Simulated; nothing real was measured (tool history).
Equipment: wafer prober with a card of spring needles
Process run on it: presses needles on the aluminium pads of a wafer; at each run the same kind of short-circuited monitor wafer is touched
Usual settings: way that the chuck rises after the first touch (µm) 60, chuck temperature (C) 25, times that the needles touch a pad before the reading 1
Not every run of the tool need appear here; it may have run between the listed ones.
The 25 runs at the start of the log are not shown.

run	hour	way that the chuck rises after the first touch (µm)	chuck temperature (C)	times that the needles touch a pad before the reading	resistance of one needle with its contact and lead (mohm)	way that a needle slides on the pad (µm)
26	193.3	75	32	3	166	9.71
# hour 195.4: tips cleaned on abrasive film
# hour 202.8: tips cleaned on abrasive film
27	203.0	75	32	3	167	9.71
# hour 207.1: height of the first contact set anew
# hour 210.0: tips cleaned on abrasive film
28	214.4	75	32	3	169	9.74
# hour 216.8: tips cleaned on abrasive film
29	219.9	47	48	1	185	6.10
# hour 223.8: tips cleaned on abrasive film
30	230.4	64	41	2	173	8.25
# hour 231.1: tips cleaned on abrasive film
# hour 238.3: tips cleaned on abrasive film
31	240.5	55	58	3	183	7.12
# hour 245.5: tips cleaned on abrasive film
32	251.6	55	115	1	197	7.02
# hour 252.4: tips cleaned on abrasive film
# hour 259.6: tips cleaned on abrasive film
33	259.8	69	25	2	171	8.87

3 options for the next run, each taken on its own from the tool as it stands now. Forecast them:
# hour 266.8: tips cleaned on abrasive film
A	268.2	51	35	2	?	?
# hour 266.8: tips cleaned on abrasive film
B	268.2	72	25	2	?	?
# hour 266.8: tips cleaned on abrasive film
C	268.2	50	40	1	?	?

run	resistance of one needle with its contact and lead (mohm)	way that a needle slides on the pad (µm)
A	181	6.54
B	169	9.26
C	182	6.35
The same runs, with their run-to-run variation unchanged, on a tool lacking any hidden condition would have given:
run	resistance of one needle with its contact and lead (mohm)	way that a needle slides on the pad (µm)
A	181	6.62
B	169	9.38
C	182	6.44
